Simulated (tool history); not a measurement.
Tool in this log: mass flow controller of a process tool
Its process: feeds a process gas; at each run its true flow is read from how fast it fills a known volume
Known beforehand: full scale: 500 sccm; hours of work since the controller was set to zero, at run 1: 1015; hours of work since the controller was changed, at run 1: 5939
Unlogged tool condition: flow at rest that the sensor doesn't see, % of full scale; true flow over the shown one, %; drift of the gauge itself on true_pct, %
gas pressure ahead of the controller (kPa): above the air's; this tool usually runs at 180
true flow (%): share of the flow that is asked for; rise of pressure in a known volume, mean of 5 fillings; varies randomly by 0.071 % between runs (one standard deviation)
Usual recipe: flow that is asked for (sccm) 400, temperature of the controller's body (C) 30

run    hour  flow that is asked for (sccm)  gas pressure ahead of the controller (kPa)  temperature of the controller's body (C)  hours of work since the controller was set to zero  hours of work since the controller was changed  true flow (%)
  1       0                            400                                         180                                        30                                                1015                                            5939         101.66
  2   449.2                            400                                         180                                        30                                                1295                                            6219         101.76
  3   726.6                            400                                         180                                        30                                                1468                                            6393         101.83
  4   979.6                            400                                         180                                        30                                                1626                                            6550         101.95
  5  1339.8                            400                                         173                                        30                                                1851                                            6775         102.05
  6  1828.5                            400                                         173                                        30                                                2156                                            7080         102.06
  7  2097.4                            400                                         173                                        30                                                2323                                            7248         102.11
       2295  -- controller exchanged for a calibrated one
  8  2376.8                            400                                         173                                        30                                                  51                                              51         100.73
  9  2748.4                            400                                         173                                        30                                                 283                                             283         100.65
 10  3092.4                             61                                         180                                        30                                                 498                                             498         100.45
 11  3471.8                             71                                         180                                        30                                                 734                                             734         100.71
 12  3691.8                             71                                         180                                        30                                                 872                                             872          100.7
 13  4016.5                            400                                         180                                        30                                                1074                                            1074          100.9
 14  4284.8                            400                                         180                                        30                                                1242                                            1242         100.78
 15  4727.5                            400                                         180                                        30                                                1518                                            1518         100.86
 16  5127.7                            266                                         180                                        30                                                1768                                            1768         100.93
 17  5392.7                             88                                         180                                        30                                                1933                                            1933         101.69
 18  5754.8                            400                                         180                                        30                                                2159                                            2159         101.15
 19  6027.9                             62                                         180                                        30                                                2329                                            2329         102.34
 20  6280.4                             62                                         180                                        25                                                2487                                            2487         101.99
 21  6496.4                             62                                         180                                        25                                                2622                                            2622         102.21
 22  6795.7                             62                                         180                                        25                                                2809                                            2809         102.41
 23  7124.5                             62                                         180                                        25                                                3014                                            3014         102.63
 24  7371.4                            400                                         180                                        32                                                3168                                            3168         101.94
 25  7815.6                            400                                         180                                        32                                                3445                                            3445         101.78

What does the tool deliver on the next run?
 26  8182.6                            174                                         180                                        32                                                3674                                            3674              ?

true flow (%): 102
Minus the tool's unlogged condition, the same run would have read true flow (%) 100.16.

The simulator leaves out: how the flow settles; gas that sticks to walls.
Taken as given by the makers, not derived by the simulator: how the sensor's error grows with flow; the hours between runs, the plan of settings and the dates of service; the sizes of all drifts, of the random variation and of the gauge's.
